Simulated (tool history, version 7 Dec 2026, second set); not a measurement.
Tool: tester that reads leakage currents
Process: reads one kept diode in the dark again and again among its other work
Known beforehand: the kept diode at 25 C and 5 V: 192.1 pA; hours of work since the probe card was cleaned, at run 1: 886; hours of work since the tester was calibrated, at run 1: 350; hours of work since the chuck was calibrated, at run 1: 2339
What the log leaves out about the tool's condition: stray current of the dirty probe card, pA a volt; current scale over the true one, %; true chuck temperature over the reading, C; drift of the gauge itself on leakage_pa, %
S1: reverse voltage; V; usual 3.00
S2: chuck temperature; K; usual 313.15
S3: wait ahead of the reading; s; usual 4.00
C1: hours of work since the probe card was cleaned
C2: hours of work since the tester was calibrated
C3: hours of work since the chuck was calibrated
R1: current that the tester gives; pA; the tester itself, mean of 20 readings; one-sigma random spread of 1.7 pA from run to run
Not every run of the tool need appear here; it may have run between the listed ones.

Run 1, hour 0.0: usual settings; C1 886; C2 350; C3 2339. Result: R1 501.65 pA.
At hour 9.4: chuck's temperature calibrated.
Run 2, hour 29.0: usual settings; C1 902; C2 366; C3 12. Result: R1 578.21 pA.
Run 3, hour 48.8: usual settings; C1 914; C2 378; C3 23. Result: R1 577.46 pA.
Run 4, hour 65.1: usual settings; C1 924; C2 388; C3 33. Result: R1 577.84 pA.
Run 5, hour 80.4: usual settings but S1 19.13 V; C1 933; C2 397; C3 42. Result: R1 1540.38 pA.
Run 6, hour 97.0: usual settings; C1 943; C2 406; C3 52. Result: R1 576.20 pA.
Run 7, hour 120.8: usual settings; C1 957; C2 421; C3 66. Result: R1 576.92 pA.
At hour 124.2: tester calibrated.
Run 8, hour 140.2: usual settings; C1 967; C2 9; C3 76. Result: R1 573.82 pA.
Run 9, hour 160.5: usual settings; C1 979; C2 21; C3 88. Result: R1 574.63 pA.
Run 10, hour 180.1: usual settings; C1 991; C2 33; C3 100. Result: R1 576.88 pA.
Run 11, hour 199.5: usual settings; C1 1002; C2 45; C3 111. Result: R1 576.63 pA.
Run 12, hour 225.4: usual settings; C1 1018; C2 60; C3 127. Result: R1 575.96 pA.
Run 13, hour 245.9: usual settings but S1 1.33 V, S2 294.15 K, S3 7.12 s; C1 1030; C2 72; C3 139. Result: R1 64.63 pA.
Run 14, hour 276.5: usual settings but S1 1.33 V, S2 294.15 K, S3 7.12 s; C1 1048; C2 90; C3 157. Result: R1 64.63 pA.

What will run 15 give?
At hour 282.4: tester calibrated, once more.
Run 15, hour 308.9: usual settings but S1 1.33 V, S2 294.15 K, S3 7.12 s; C1 1066; C2 16; C3 175. Result: R1 ?.

{"run 15": {"R1": 64.07}}
Without the tool's hidden state the same run would have given R1 64.10 pA.
